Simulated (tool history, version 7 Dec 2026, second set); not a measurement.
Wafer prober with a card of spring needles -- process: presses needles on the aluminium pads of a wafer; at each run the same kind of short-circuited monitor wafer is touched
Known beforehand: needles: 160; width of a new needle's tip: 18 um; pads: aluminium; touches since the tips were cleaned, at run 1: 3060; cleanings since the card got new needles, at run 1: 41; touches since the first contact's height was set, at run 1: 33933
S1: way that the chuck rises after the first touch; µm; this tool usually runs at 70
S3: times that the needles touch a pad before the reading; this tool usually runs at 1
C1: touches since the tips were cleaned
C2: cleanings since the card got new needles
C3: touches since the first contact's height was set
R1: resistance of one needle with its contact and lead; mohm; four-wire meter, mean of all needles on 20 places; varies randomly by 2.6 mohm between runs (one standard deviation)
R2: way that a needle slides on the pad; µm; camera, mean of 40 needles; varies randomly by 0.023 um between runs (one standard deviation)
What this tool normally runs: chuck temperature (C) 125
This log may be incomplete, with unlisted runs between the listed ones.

Run 1, hour 0: usual settings; C1 3060; C2 41; C3 33933. Result: R1 298 mohm, R2 16.43 µm.
At hour 3.5: tips cleaned on abrasive film.
At hour 13.5: tips cleaned on abrasive film.
At hour 23.2: tips cleaned on abrasive film.
Run 2, hour 29.3: usual settings; C1 3882; C2 44; C3 52204. Result: R1 300 mohm, R2 16.34 µm.
At hour 32.6: tips cleaned on abrasive film.
At hour 42.3: tips cleaned on abrasive film.
At hour 52.2: tips cleaned on abrasive film.
At hour 60.8: tips cleaned on abrasive film.
At hour 61.1: height of the first contact set anew.
Run 3, hour 61.1: usual settings but chuck temperature (C) 37; C1 0; C2 48; C3 0. Result: R1 274 mohm, R2 16.33 µm.
At hour 70.6: tips cleaned on abrasive film.
Run 4, hour 75.7: usual settings but chuck temperature (C) 37; C1 3228; C2 49; C3 9134. Result: R1 271 mohm, R2 16.33 µm.
At hour 79.9: tips cleaned on abrasive film.
At hour 90.2: tips cleaned on abrasive film.
Run 5, hour 94.3: usual settings but S3 3; C1 2574; C2 51; C3 20712. Result: R1 296 mohm, R2 16.29 µm.
At hour 100.6: tips cleaned on abrasive film.
At hour 109.8: tips cleaned on abrasive film.
Run 6, hour 113.5: usual settings but S3 3; C1 2312; C2 53; C3 32638. Result: R1 293 mohm, R2 16.27 µm.
At hour 119.6: tips cleaned on abrasive film.
At hour 128.3: tips cleaned on abrasive film.
Run 7, hour 131.3: usual settings but S3 3; C1 1854; C2 55; C3 43701. Result: R1 294 mohm, R2 16.28 µm.
At hour 136.9: tips cleaned on abrasive film.
At hour 146.3: tips cleaned on abrasive film.
At hour 156.2: tips cleaned on abrasive film.
Run 8, hour 159.5: usual settings but chuck temperature (C) 93, S3 3; C1 2109; C2 58; C3 61316. Result: R1 285 mohm, R2 16.22 µm.
At hour 165.8: tips cleaned on abrasive film.
At hour 175.9: tips cleaned on abrasive film.
At hour 178.3: height of the first contact set anew.
Run 9, hour 181.9: usual settings but chuck temperature (C) 37; C1 3573; C2 60; C3 2287. Result: R1 271 mohm, R2 16.24 µm.
At hour 185.7: tips cleaned on abrasive film.
At hour 195.6: tips cleaned on abrasive film.
Run 10, hour 196.9: usual settings but chuck temperature (C) 37; C1 796; C2 62; C3 11604. Result: R1 268 mohm, R2 16.21 µm.
At hour 204.9: tips cleaned on abrasive film.
Run 11, hour 212: usual settings but chuck temperature (C) 58; C1 4435; C2 63; C3 21043. Result: R1 275 mohm, R2 16.16 µm.
At hour 213.6: tips cleaned on abrasive film.
At hour 222.8: tips cleaned on abrasive film.
At hour 232.6: tips cleaned on abrasive film.
At hour 241.7: tips cleaned on abrasive film.
Run 12, hour 244.1: usual settings but S1 52 µm, chuck temperature (C) 52; C1 1462; C2 67; C3 40973. Result: R1 279 mohm, R2 11.99 µm.
At hour 250.2: tips cleaned on abrasive film.
At hour 260.1: tips cleaned on abrasive film.
At hour 269.3: tips cleaned on abrasive film.
Run 13, hour 274.3: usual settings but S1 65 µm, chuck temperature (C) 31, S3 3; C1 3149; C2 70; C3 59816. Result: R1 272 mohm, R2 14.96 µm.
At hour 279.5: tips cleaned on abrasive film.
At hour 289.3: tips cleaned on abrasive film.
Run 14, hour 290.3: usual settings but S1 65 µm, chuck temperature (C) 31, S3 3; C1 635; C2 72; C3 69781. Result: R1 268 mohm, R2 14.95 µm.
At hour 294.7: height of the first contact set anew.
At hour 298.8: tips cleaned on abrasive film.
At hour 309: tips cleaned on abrasive film.
Run 15, hour 316.2: usual settings but S1 86 µm, chuck temperature (C) 80; C1 4525; C2 74; C3 13368. Result: R1 278 mohm, R2 19.69 µm.
At hour 318.3: tips cleaned on abrasive film.
At hour 328.6: tips cleaned on abrasive film.
At hour 337.9: tips cleaned on abrasive film.
Run 16, hour 343.1: usual settings but S1 69 µm; C1 3284; C2 77; C3 30142. Result: R1 299 mohm, R2 15.82 µm.

Run 17 has not been measured yet. What should we expect?
At hour 346.9: tips cleaned on abrasive film.
At hour 356.2: tips cleaned on abrasive film.
At hour 365.3: tips cleaned on abrasive film.
Run 17, hour 370: usual settings but S1 69 µm; C1 2940; C2 80; C3 46855. Result: R1 ?, R2 ?.

{"run 17": {"R1": 296, "R2": 15.78}}
The same run, on a tool lacking any hidden state, would have yielded R1 296 mohm, R2 16.15 µm.

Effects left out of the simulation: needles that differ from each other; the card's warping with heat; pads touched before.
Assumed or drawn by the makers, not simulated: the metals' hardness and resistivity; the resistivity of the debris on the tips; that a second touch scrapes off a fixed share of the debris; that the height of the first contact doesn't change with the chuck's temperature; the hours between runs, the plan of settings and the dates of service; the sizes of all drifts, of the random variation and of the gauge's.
